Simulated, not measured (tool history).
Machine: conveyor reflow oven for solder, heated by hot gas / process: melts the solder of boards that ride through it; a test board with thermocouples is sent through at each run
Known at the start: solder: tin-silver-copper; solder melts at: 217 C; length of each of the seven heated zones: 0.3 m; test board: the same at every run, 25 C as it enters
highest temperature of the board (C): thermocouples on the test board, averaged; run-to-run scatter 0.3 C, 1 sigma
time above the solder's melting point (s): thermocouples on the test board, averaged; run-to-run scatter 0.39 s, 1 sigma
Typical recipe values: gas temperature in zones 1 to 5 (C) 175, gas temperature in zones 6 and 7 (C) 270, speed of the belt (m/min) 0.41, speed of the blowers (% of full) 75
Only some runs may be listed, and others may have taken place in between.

run	hour	gas temperature in zones 1 to 5 (C)	gas temperature in zones 6 and 7 (C)	speed of the belt (m/min)	speed of the blowers (% of full)	highest temperature of the board (C)	time above the solder's melting point (s)
1	0	175	270	0.41	75	259	73.3
2	36.5	175	270	0.41	75	258.7	72.9
3	65.7	175	270	0.41	75	258.7	72.7
4	91.9	175	270	0.41	75	258.4	72.6
5	147.1	175	270	0.41	75	258.2	72.7
# hour 155.9: belt drive overhauled, speed set with a stopwatch
6	206.6	175	272	0.41	75	260.1	74.7
7	255.5	175	272	0.41	75	260	74.1
8	308.1	175	270	0.476	75	253.2	58.6
9	340.2	175	270	0.476	75	252.8	58.2
10	365.3	175	270	0.476	75	252.8	58.8
11	396.3	171	283	0.455	51	260	64.4
# hour 441: belt drive overhauled, speed set with a stopwatch, once more
12	453.5	171	267	0.455	79	249.7	56.7
13	490.6	179	272	0.381	56	258.6	78
# hour 520.6: thermocouples of zones 6 and 7 changed
# hour 535.2: flux residue cleaned out of gas plates and filters
14	549.4	172	261	0.41	78	250.5	65.9
15	574.6	178	261	0.361	50	250.4	76
16	621.3	178	261	0.361	50	250.6	76.2

For each run, the measured value with the value that run would have given without the tool's hidden condition subtracted. The run-to-run variation is shared by both, the gauge scatter possibly not:
The hidden state here: heat that the gas passes to the board, % of a clean oven's; belt's true speed, % of the reading; true gas temperature in zones 6 and 7 over the reading, C; drift of the gauge itself on peak_c, C; drift of the gauge itself on liquid_s, %.
run	highest temperature of the board (C)	time above the solder's melting point (s)
1	-0.2	+0.7
2	-0.4	+0.6
3	-0.4	+0.6
4	-0.6	+0.5
5	-0.8	+0.4
6	-0.7	+1.2
7	-0.9	+1.1
8	-1.5	+0
9	-1.7	-0.1
10	-1.9	-0.2
11	-1.6	+0.5
12	-3.1	-3.6
13	-2.1	-2.1
14	+0.1	+0.2
15	+0.1	+0.2
16	+0	+0.1
